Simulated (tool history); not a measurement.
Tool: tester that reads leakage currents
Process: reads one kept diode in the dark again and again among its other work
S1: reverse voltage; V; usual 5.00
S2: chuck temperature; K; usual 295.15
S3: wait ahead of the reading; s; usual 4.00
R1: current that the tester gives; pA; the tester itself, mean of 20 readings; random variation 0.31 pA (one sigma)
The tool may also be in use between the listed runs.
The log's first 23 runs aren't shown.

run 24 hour=2290.1 | S1=1.84 S2=295.15 S3=0.38 | R1=69.78
run 25 hour=2431.9 | S1=11.65 S2=310.15 S3=4.00 | R1=549.99
-- hour=2441.3 probe card cleaned and baked
run 26 hour=2547.1 | S1=11.65 S2=310.15 S3=4.00 | R1=564.55
run 27 hour=2666.9 | S1=11.65 S2=310.15 S3=4.00 | R1=566.45
run 28 hour=2796.8 | S1=11.65 S2=296.15 S3=1.02 | R1=205.56
run 29 hour=2856.6 | S1=4.66 S2=300.15 S3=0.52 | R1=169.83
run 30 hour=2946.3 | S1=5.00 S2=299.15 S3=4.00 | R1=161.48
run 31 hour=3010.1 | S1=5.00 S2=299.15 S3=4.00 | R1=161.45
-- hour=3041.1 probe card cleaned and baked, once more
run 32 hour=3116.3 | S1=5.00 S2=299.15 S3=4.00 | R1=141.66
run 33 hour=3180.3 | S1=5.00 S2=299.15 S3=4.00 | R1=140.78
run 34 hour=3277.7 | S1=5.00 S2=299.15 S3=4.00 | R1=140.75
run 35 hour=3354.9 | S1=5.00 S2=299.15 S3=4.00 | R1=141.47
run 36 hour=3488.0 | S1=5.00 S2=299.15 S3=4.00 | R1=140.97
run 37 hour=3592.6 | S1=5.00 S2=296.15 S3=0.80 | R1=109.31
run 38 hour=3701.1 | S1=5.00 S2=325.15 S3=0.80 | R1=1111.73
run 39 hour=3770.9 | S1=3.53 S2=304.15 S3=0.72 | R1=183.83

Forecast each of these 4 alternatives for the next run:
run A hour=3866.9 | S1=6.04 S2=304.15 S3=0.72 | R1=?
run B hour=3866.9 | S1=6.40 S2=306.15 S3=0.40 | R1=?
run C hour=3866.9 | S1=10.35 S2=328.15 S3=0.78 | R1=?
run D hour=3866.9 | S1=2.93 S2=304.15 S3=0.82 | R1=?

run=A R1=235.38
run=B R1=285.92
run=C R1=1904.31
run=D R1=168.45
Without the tool's hidden state the same runs would have given:
run=A R1=241.79
run=B R1=293.99
run=C R1=1966.41
run=D R1=173.67
